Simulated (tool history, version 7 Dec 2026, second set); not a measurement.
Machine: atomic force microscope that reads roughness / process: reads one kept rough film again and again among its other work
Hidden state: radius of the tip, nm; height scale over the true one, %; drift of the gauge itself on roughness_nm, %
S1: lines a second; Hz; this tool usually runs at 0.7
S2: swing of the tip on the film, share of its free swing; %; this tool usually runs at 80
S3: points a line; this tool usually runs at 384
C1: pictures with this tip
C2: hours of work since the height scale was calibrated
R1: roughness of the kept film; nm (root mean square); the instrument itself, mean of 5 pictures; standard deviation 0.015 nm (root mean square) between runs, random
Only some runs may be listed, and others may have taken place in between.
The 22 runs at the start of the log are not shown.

{"run": 23, "hour": 133.0, "S1": 2.934, "S2": 67, "S3": 298, "C1": 96, "C2": 312, "R1": 3.186}
{"run": 24, "hour": 137.3, "S1": 1.168, "S2": 56, "S3": 663, "C1": 101, "C2": 315, "R1": 3.58}
{"run": 25, "hour": 142.4, "S1": 0.7, "S2": 82, "S3": 384, "C1": 107, "C2": 319, "R1": 3.395}
{"run": 26, "hour": 151.1, "S1": 1.021, "S2": 80, "S3": 341, "C1": 117, "C2": 325, "R1": 3.284}
{"run": 27, "hour": 158.3, "S1": 1.021, "S2": 80, "S3": 341, "C1": 126, "C2": 331, "R1": 3.285}
{"run": 28, "hour": 163.2, "S1": 0.7, "S2": 80, "S3": 792, "C1": 131, "C2": 334, "R1": 3.388}
{"run": 29, "hour": 168.2, "S1": 2.255, "S2": 62, "S3": 384, "C1": 137, "C2": 338, "R1": 3.343}
{"run": 30, "hour": 173.8, "S1": 2.586, "S2": 67, "S3": 384, "C1": 144, "C2": 342, "R1": 3.194}

Predict the results of run 31:
{"run": 31, "hour": 180.7, "S1": 0.821, "S2": 58, "S3": 384, "C1": 152, "C2": 347, "R1": "?"}

R1: 3.456 nm (root mean square)
With the hidden condition absent and the run-to-run variation left alone, this run would have shown R1 3.644 nm (root mean square).

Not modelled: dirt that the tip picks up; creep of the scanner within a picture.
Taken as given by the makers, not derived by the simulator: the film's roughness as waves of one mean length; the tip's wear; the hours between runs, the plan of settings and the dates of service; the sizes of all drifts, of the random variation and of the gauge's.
